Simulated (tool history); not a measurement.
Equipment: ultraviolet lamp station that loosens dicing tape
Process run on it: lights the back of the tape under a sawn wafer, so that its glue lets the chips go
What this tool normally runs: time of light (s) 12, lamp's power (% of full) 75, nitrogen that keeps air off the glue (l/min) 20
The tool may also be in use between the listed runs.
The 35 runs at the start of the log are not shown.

| run | day | time of light (s) | lamp's power (% of full) | nitrogen that keeps air off the glue (l/min) | hours of work of the lamp | hours of work since the window was cleaned | force that peels the tape off (N) | light that reached the tape (J/m2) |
|---|---|---|---|---|---|---|---|---|
|  | 54.896 | lamp changed |
| 36 | 54.954 | 12 | 88 | 10 | 1 | 180 | 0.954 | 4990 |
| 37 | 56.679 | 12 | 75 | 9 | 26 | 205 | 1.322 | 4290 |
| 38 | 58.821 | 12 | 75 | 9 | 58 | 237 | 1.315 | 4200 |
|  | 59.267 | window cleaned of glue's vapour |
| 39 | 59.875 | 12 | 75 | 9 | 73 | 9 | 1.25 | 4260 |
| 40 | 61.496 | 16 | 75 | 11 | 96 | 33 | 0.755 | 5740 |
| 41 | 62.529 | 20 | 97 | 7 | 112 | 48 | 0.483 | 9260 |
| 42 | 64.208 | 9 | 70 | 7 | 136 | 72 | 2.038 | 2980 |
| 43 | 66.371 | 9 | 86 | 7 | 168 | 104 | 1.724 | 3710 |
| 44 | 67.917 | 9 | 86 | 7 | 191 | 127 | 1.727 | 3670 |

Alternative continuations, all from the tool just after run 44; predict every row:
| A | 69.688 | 12 | 89 | 20 | 216 | 153 | ? | ? |
| B | 69.688 | 9 | 98 | 7 | 216 | 153 | ? | ? |
| C | 69.688 | 24 | 86 | 13 | 216 | 153 | ? | ? |

| run | force that peels the tape off (N) | light that reached the tape (J/m2) |
|---|---|---|
| A | 0.607 | 5100 |
| B | 1.54 | 4230 |
| C | 0.276 | 9740 |
With the hidden condition removed and each run's random variation left untouched, the same runs would have given:
| run | force that peels the tape off (N) | light that reached the tape (J/m2) |
|---|---|---|
| A | 0.605 | 5110 |
| B | 1.537 | 4240 |
| C | 0.276 | 9760 |

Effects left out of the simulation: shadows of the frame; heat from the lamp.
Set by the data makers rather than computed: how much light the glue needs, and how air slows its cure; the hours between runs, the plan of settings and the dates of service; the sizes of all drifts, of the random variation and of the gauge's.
